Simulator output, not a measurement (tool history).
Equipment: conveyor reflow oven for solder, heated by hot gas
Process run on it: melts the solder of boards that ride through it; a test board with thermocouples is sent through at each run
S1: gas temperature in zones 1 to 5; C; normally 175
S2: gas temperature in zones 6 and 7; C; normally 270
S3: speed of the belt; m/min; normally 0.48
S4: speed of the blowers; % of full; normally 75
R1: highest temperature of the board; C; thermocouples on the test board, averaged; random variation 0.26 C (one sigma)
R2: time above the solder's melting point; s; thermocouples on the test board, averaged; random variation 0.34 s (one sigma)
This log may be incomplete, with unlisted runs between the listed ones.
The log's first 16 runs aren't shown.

run 17 hour=734.1 | S1=182 S2=281 S3=0.48 S4=51 | R1=258 R2=62.2
run 18 hour=792.9 | S1=166 S2=270 S3=0.511 S4=75 | R1=246.7 R2=45
-- hour=840.1 flux residue cleaned out of gas plates and filters, once more
run 19 hour=840.1 | S1=187 S2=270 S3=0.48 S4=78 | R1=260 R2=67.4
run 20 hour=869 | S1=187 S2=270 S3=0.48 S4=78 | R1=259.9 R2=66.7
run 21 hour=897.4 | S1=187 S2=270 S3=0.48 S4=52 | R1=255.8 R2=64.1
run 22 hour=932.1 | S1=187 S2=270 S3=0.48 S4=52 | R1=255.1 R2=63.3
run 23 hour=957.8 | S1=188 S2=283 S3=0.466 S4=52 | R1=268 R2=72.5
run 24 hour=986.6 | S1=188 S2=280 S3=0.55 S4=62 | R1=261.7 R2=58.4
run 25 hour=1047.7 | S1=188 S2=280 S3=0.55 S4=62 | R1=261.3 R2=58
run 26 hour=1080 | S1=188 S2=280 S3=0.55 S4=62 | R1=261.2 R2=58.2
run 27 hour=1133.1 | S1=175 S2=270 S3=0.566 S4=80 | R1=252.2 R2=48
run 28 hour=1162.5 | S1=189 S2=263 S3=0.384 S4=76 | R1=257.1 R2=84.7
run 29 hour=1198.2 | S1=189 S2=263 S3=0.384 S4=76 | R1=256.9 R2=84.6
run 30 hour=1230.5 | S1=189 S2=263 S3=0.384 S4=76 | R1=256.8 R2=84.3

Below are 3 alternative next runs, each starting from the tool's condition after run 30. Predict each:
run A hour=1292 | S1=175 S2=270 S3=0.479 S4=59 | R1=? R2=?
run B hour=1292 | S1=189 S2=279 S3=0.384 S4=85 | R1=? R2=?
run C hour=1292 | S1=175 S2=270 S3=0.487 S4=75 | R1=? R2=?

run=A R1=253.5 R2=58.1
run=B R1=273.1 R2=92
run=C R1=255.8 R2=58.9
What these runs would have given with no unlogged condition in the tool:
run=A R1=254.2 R2=58.2
run=B R1=273.3 R2=90.8
run=C R1=256.6 R2=59.1

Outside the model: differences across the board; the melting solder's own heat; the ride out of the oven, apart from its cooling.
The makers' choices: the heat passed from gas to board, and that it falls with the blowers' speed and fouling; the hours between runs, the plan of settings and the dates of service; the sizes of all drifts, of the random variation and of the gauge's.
